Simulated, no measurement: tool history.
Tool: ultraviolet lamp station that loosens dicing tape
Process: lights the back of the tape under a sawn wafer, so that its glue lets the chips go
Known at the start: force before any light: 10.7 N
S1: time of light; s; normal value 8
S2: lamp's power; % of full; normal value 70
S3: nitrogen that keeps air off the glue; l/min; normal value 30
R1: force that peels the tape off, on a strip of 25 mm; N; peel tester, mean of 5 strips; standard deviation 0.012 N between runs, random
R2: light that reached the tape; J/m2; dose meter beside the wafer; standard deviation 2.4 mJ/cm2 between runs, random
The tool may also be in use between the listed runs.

{"run": 1, "hour": 0.0, "S1": 8, "S2": 70, "S3": 30, "R1": 0.702, "R2": 2440}
{"run": 2, "hour": 13.4, "S1": 8, "S2": 70, "S3": 30, "R1": 0.736, "R2": 2400}
{"run": 3, "hour": 31.8, "S1": 8, "S2": 70, "S3": 30, "R1": 0.729, "R2": 2390}
{"run": 4, "hour": 49.2, "S1": 8, "S2": 70, "S3": 30, "R1": 0.767, "R2": 2360}
{"run": 5, "hour": 71.1, "S1": 8, "S2": 70, "S3": 30, "R1": 0.743, "R2": 2390}
{"run": 6, "hour": 84.8, "S1": 8, "S2": 70, "S3": 30, "R1": 0.738, "R2": 2380}
{"run": 7, "hour": 99.8, "S1": 8, "S2": 70, "S3": 30, "R1": 0.799, "R2": 2300}
{"run": 8, "hour": 114.5, "S1": 8, "S2": 70, "S3": 30, "R1": 0.767, "R2": 2330}
{"run": 9, "hour": 131.5, "S1": 8, "S2": 70, "S3": 30, "R1": 0.774, "R2": 2260}
{"run": 10, "hour": 146.8, "S1": 8, "S2": 77, "S3": 30, "R1": 0.666, "R2": 2550}
{"run": 11, "hour": 163.6, "S1": 10, "S2": 77, "S3": 30, "R1": 0.435, "R2": 3160}
{"run": 12, "hour": 174.8, "S1": 10, "S2": 77, "S3": 30, "R1": 0.431, "R2": 3130}
{"run": 13, "hour": 192.3, "S1": 10, "S2": 70, "S3": 30, "R1": 0.52, "R2": 2810}
{"run": 14, "hour": 212.5, "S1": 10, "S2": 70, "S3": 30, "R1": 0.517, "R2": 2820}
{"run": 15, "hour": 227.0, "S1": 5, "S2": 76, "S3": 54, "R1": 1.313, "R2": 1490}
{"run": 16, "hour": 246.6, "S1": 15, "S2": 70, "S3": 12, "R1": 0.512, "R2": 4190}
{"run": 17, "hour": 259.6, "S1": 12, "S2": 70, "S3": 29, "R1": 0.411, "R2": 3310}
{"run": 18, "hour": 275.6, "S1": 7, "S2": 93, "S3": 47, "R1": 0.489, "R2": 2530}
{"run": 19, "hour": 292.7, "S1": 6, "S2": 64, "S3": 30, "R1": 1.828, "R2": 1450}
{"hour": 298.9, "done": "window cleaned of glue's vapour"}
{"run": 20, "hour": 309.1, "S1": 13, "S2": 74, "S3": 57, "R1": 0.269, "R2": 4380}
{"run": 21, "hour": 327.5, "S1": 13, "S2": 74, "S3": 57, "R1": 0.266, "R2": 4360}
{"run": 22, "hour": 348.9, "S1": 10, "S2": 66, "S3": 19, "R1": 0.672, "R2": 2950}
{"run": 23, "hour": 371.9, "S1": 5, "S2": 70, "S3": 30, "R1": 1.676, "R2": 1570}
{"run": 24, "hour": 387.9, "S1": 5, "S2": 70, "S3": 30, "R1": 1.691, "R2": 1480}
{"run": 25, "hour": 403.4, "S1": 8, "S2": 77, "S3": 30, "R1": 0.576, "R2": 2700}
{"run": 26, "hour": 424.4, "S1": 8, "S2": 77, "S3": 30, "R1": 0.578, "R2": 2700}
{"run": 27, "hour": 434.4, "S1": 11, "S2": 98, "S3": 30, "R1": 0.286, "R2": 4700}
{"run": 28, "hour": 444.2, "S1": 9, "S2": 96, "S3": 49, "R1": 0.295, "R2": 3710}

Each row is a separate what-if for the run after 28, all from the same tool condition, not one after another. Results?
{"run": "A", "hour": 465.5, "S1": 9, "S2": 96, "S3": 13, "R1": "?", "R2": "?"}
{"run": "B", "hour": 465.5, "S1": 5, "S2": 70, "S3": 11, "R1": "?", "R2": "?"}
{"run": "C", "hour": 465.5, "S1": 11, "S2": 70, "S3": 30, "R1": "?", "R2": "?"}
{"run": "D", "hour": 465.5, "S1": 4, "S2": 70, "S3": 30, "R1": "?", "R2": "?"}
{"run": "E", "hour": 465.5, "S1": 9, "S2": 96, "S3": 18, "R1": "?", "R2": "?"}

run=A R1=0.559 R2=3720
run=B R1=2.964 R2=1480
run=C R1=0.389 R2=3340
run=D R1=2.504 R2=1190
run=E R1=0.468 R2=3700
The same runs, with their run-to-run variation unchanged, on a tool lacking any hidden condition would have given:
run=A R1=0.425 R2=4320
run=B R1=2.445 R2=1720
run=C R1=0.315 R2=3870
run=D R1=2.012 R2=1390
run=E R1=0.369 R2=4300
